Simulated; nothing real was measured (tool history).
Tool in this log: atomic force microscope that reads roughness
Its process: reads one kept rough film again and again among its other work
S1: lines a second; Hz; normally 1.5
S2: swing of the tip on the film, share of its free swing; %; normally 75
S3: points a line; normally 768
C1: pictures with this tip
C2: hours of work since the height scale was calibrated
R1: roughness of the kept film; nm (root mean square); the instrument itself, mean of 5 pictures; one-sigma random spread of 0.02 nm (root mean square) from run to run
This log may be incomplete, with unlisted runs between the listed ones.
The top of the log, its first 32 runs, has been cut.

{"run": 33, "hour": 1566.2, "S1": 2.4, "S2": 76, "S3": 411, "C1": 141, "C2": 824, "R1": 3.967}
{"run": 34, "hour": 1622.0, "S1": 1.52, "S2": 86, "S3": 498, "C1": 247, "C2": 855, "R1": 3.637}
{"run": 35, "hour": 1669.1, "S1": 2.92, "S2": 67, "S3": 349, "C1": 338, "C2": 881, "R1": 3.569}
{"hour": 1701.0, "done": "new tip fitted"}
{"run": 36, "hour": 1702.4, "S1": 2.92, "S2": 59, "S3": 349, "C1": 2, "C2": 899, "R1": 4.856}
{"run": 37, "hour": 1741.7, "S1": 0.55, "S2": 75, "S3": 407, "C1": 78, "C2": 921, "R1": 4.769}
{"run": 38, "hour": 1782.8, "S1": 0.64, "S2": 75, "S3": 407, "C1": 156, "C2": 943, "R1": 4.445}
{"run": 39, "hour": 1847.8, "S1": 2.55, "S2": 75, "S3": 796, "C1": 281, "C2": 979, "R1": 3.585}
{"run": 40, "hour": 1893.9, "S1": 0.68, "S2": 59, "S3": 768, "C1": 369, "C2": 1005, "R1": 3.951}
{"hour": 1909.2, "done": "new tip fitted"}
{"run": 41, "hour": 1961.3, "S1": 1.5, "S2": 79, "S3": 768, "C1": 100, "C2": 1041, "R1": 4.299}
{"run": 42, "hour": 2018.8, "S1": 1.5, "S2": 79, "S3": 768, "C1": 210, "C2": 1073, "R1": 3.952}
{"run": 43, "hour": 2048.8, "S1": 1.5, "S2": 56, "S3": 851, "C1": 268, "C2": 1090, "R1": 4.137}
{"run": 44, "hour": 2106.9, "S1": 1.5, "S2": 66, "S3": 815, "C1": 379, "C2": 1122, "R1": 3.696}
{"hour": 2119.9, "done": "new tip fitted"}
{"run": 45, "hour": 2146.8, "S1": 3.08, "S2": 73, "S3": 580, "C1": 51, "C2": 1143, "R1": 4.189}
{"hour": 2168.6, "done": "height scale calibrated on a step standard"}
{"run": 46, "hour": 2179.4, "S1": 2.1, "S2": 69, "S3": 927, "C1": 112, "C2": 6, "R1": 4.404}

3 ways to go on from here, each from the tool as it stands after run 46. What would each give?
{"run": "A", "hour": 2241.4, "S1": 2.1, "S2": 69, "S3": 292, "C1": 231, "C2": 40, "R1": "?"}
{"run": "B", "hour": 2241.4, "S1": 2.1, "S2": 56, "S3": 837, "C1": 231, "C2": 40, "R1": "?"}
{"run": "C", "hour": 2241.4, "S1": 1.5, "S2": 83, "S3": 745, "C1": 231, "C2": 40, "R1": "?"}

run=A R1=3.988
run=B R1=4.238
run=C R1=3.826
Without the tool's unlogged condition, the same runs would have read:
run=A R1=4.836
run=B R1=5.139
run=C R1=4.64

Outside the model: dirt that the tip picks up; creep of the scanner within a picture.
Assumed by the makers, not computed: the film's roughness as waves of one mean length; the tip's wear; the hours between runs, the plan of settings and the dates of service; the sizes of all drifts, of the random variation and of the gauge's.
